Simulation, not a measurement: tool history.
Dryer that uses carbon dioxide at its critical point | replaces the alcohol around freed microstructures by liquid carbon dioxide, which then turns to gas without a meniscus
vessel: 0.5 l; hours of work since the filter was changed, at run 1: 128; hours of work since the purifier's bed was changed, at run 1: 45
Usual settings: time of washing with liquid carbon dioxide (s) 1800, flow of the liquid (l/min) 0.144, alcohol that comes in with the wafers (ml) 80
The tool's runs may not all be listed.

| run | day | time of washing with liquid carbon dioxide (s) | flow of the liquid (l/min) | alcohol that comes in with the wafers (ml) | hours of work since the filter was changed | hours of work since the purifier's bed was changed | alcohol left in the vessel before it's heated (ppm by volume) |
|---|---|---|---|---|---|---|---|
| 1 | 0.000 | 1800 | 0.144 | 80 | 128 | 45 | 101 |
| 2 | 0.488 | 1800 | 0.144 | 80 | 132 | 49 | 93 |
| 3 | 1.000 | 1980 | 0.144 | 80 | 136 | 53 | 53 |
| 4 | 1.483 | 1800 | 0.144 | 80 | 140 | 57 | 107 |
| 5 | 1.879 | 1800 | 0.144 | 119 | 144 | 61 | 144 |
| 6 | 2.238 | 1200 | 0.144 | 80 | 147 | 64 | 1087 |
| 7 | 2.742 | 1200 | 0.134 | 86 | 151 | 68 | 1650 |
| 8 | 3.275 | 2460 | 0.190 | 26 | 156 | 73 | 27 |
| 9 | 3.762 | 1800 | 0.225 | 86 | 160 | 77 | 35 |
| 10 | 4.254 | 1980 | 0.101 | 47 | 164 | 81 | 323 |
| 11 | 4.558 | 1140 | 0.144 | 80 | 167 | 84 | 1385 |
| 12 | 4.925 | 1680 | 0.156 | 80 | 170 | 87 | 117 |

Some steps in alcohol left in the vessel before it's heated (ppm by volume) between neighbouring runs. How much of each would the tool show without its hidden state too (settings, what came in, random variation), and how much is left for the hidden state, with any gauge scatter that isn't in both results?
The hidden state here: flow that reaches the vessel past the clogged filter, %; alcohol in the recycled carbon dioxide, ppm; drift of the gauge itself on alcohol_ppm, %.
Run 7 -> 8: time of washing with liquid carbon dioxide (s) 1200 -> 2460, flow of the liquid (l/min) 0.134 -> 0.190, alcohol that comes in with the wafers (ml) 86 -> 26. alcohol left in the vessel before it's heated (ppm by volume) -1623: hidden state -309, all else -1314.
